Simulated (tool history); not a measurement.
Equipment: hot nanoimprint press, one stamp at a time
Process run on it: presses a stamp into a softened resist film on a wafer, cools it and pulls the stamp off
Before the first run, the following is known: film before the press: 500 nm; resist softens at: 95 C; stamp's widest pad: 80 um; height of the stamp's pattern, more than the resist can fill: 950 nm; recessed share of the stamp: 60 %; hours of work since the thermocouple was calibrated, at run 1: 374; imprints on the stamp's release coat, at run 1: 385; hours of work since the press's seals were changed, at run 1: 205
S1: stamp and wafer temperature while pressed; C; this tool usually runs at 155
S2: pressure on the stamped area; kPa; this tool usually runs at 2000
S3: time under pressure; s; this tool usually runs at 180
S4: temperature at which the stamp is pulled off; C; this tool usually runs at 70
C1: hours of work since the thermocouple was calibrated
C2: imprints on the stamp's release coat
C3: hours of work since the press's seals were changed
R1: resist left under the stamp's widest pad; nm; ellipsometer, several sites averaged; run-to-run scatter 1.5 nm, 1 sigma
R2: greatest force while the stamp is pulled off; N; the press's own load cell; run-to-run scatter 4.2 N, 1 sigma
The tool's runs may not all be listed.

| run | hour | S1 | S2 | S3 | S4 | C1 | C2 | C3 | R1 | R2 |
|---|---|---|---|---|---|---|---|---|---|---|
| 1 | 0.0 | 155 | 2000 | 180 | 70 | 374 | 385 | 205 | 217.0 | 217 |
|  | 10.4 | plate thermocouple calibrated |
| 2 | 11.7 | 155 | 2890 | 180 | 70 | 1 | 437 | 211 | 190.6 | 226 |
| 3 | 20.3 | 145 | 2000 | 180 | 70 | 8 | 489 | 218 | 388.9 | 231 |
| 4 | 26.1 | 145 | 2000 | 180 | 70 | 12 | 523 | 222 | 383.4 | 234 |
| 5 | 35.1 | 145 | 2000 | 180 | 70 | 19 | 577 | 229 | 384.6 | 229 |
| 6 | 44.1 | 145 | 2000 | 180 | 70 | 26 | 630 | 236 | 384.7 | 236 |
| 7 | 57.7 | 155 | 2000 | 180 | 70 | 36 | 712 | 246 | 228.0 | 240 |
| 8 | 66.5 | 155 | 2000 | 180 | 70 | 43 | 764 | 253 | 226.3 | 241 |
| 9 | 77.3 | 155 | 2000 | 180 | 70 | 51 | 829 | 261 | 229.1 | 251 |
| 10 | 84.4 | 155 | 2000 | 180 | 70 | 56 | 871 | 267 | 226.6 | 257 |
| 11 | 92.2 | 155 | 2000 | 180 | 70 | 62 | 918 | 272 | 227.1 | 260 |
| 12 | 103.4 | 155 | 2020 | 218 | 70 | 70 | 984 | 281 | 210.6 | 258 |
| 13 | 110.6 | 155 | 2700 | 215 | 70 | 76 | 1027 | 286 | 183.1 | 270 |
| 14 | 118.4 | 163 | 2050 | 180 | 70 | 82 | 1074 | 292 | 138.0 | 267 |
| 15 | 128.2 | 145 | 2000 | 180 | 63 | 89 | 1132 | 300 | 384.9 | 317 |
|  | 138.5 | stamp cleaned and given a new release coat |
| 16 | 141.2 | 145 | 2000 | 180 | 63 | 95 | 16 | 305 | 382.1 | 237 |
| 17 | 148.9 | 164 | 2340 | 180 | 70 | 100 | 62 | 311 | 120.2 | 202 |
| 18 | 156.2 | 164 | 2340 | 180 | 70 | 106 | 105 | 316 | 122.2 | 213 |
| 19 | 170.0 | 164 | 2340 | 93 | 58 | 116 | 188 | 327 | 158.0 | 291 |
| 20 | 182.4 | 155 | 2470 | 137 | 70 | 126 | 261 | 336 | 225.1 | 220 |
| 21 | 194.2 | 155 | 2470 | 137 | 70 | 135 | 332 | 345 | 226.1 | 225 |
| 22 | 201.1 | 155 | 2000 | 180 | 76 | 140 | 373 | 350 | 223.0 | 185 |

Alternative continuations, all from the tool just after run 22; predict every row:
| A | 211.1 | 155 | 2350 | 180 | 70 | 148 | 433 | 358 | ? | ? |
| B | 211.1 | 155 | 1500 | 92 | 72 | 148 | 433 | 358 | ? | ? |
| C | 211.1 | 155 | 2210 | 180 | 76 | 148 | 433 | 358 | ? | ? |

| run | R1 | R2 |
|---|---|---|
| A | 206.3 | 227 |
| B | 315.0 | 214 |
| C | 214.7 | 188 |
With the hidden condition removed and each run's random variation left untouched, the same runs would have given:
| run | R1 | R2 |
|---|---|---|
| A | 210.2 | 206 |
| B | 320.1 | 194 |
| C | 218.8 | 171 |

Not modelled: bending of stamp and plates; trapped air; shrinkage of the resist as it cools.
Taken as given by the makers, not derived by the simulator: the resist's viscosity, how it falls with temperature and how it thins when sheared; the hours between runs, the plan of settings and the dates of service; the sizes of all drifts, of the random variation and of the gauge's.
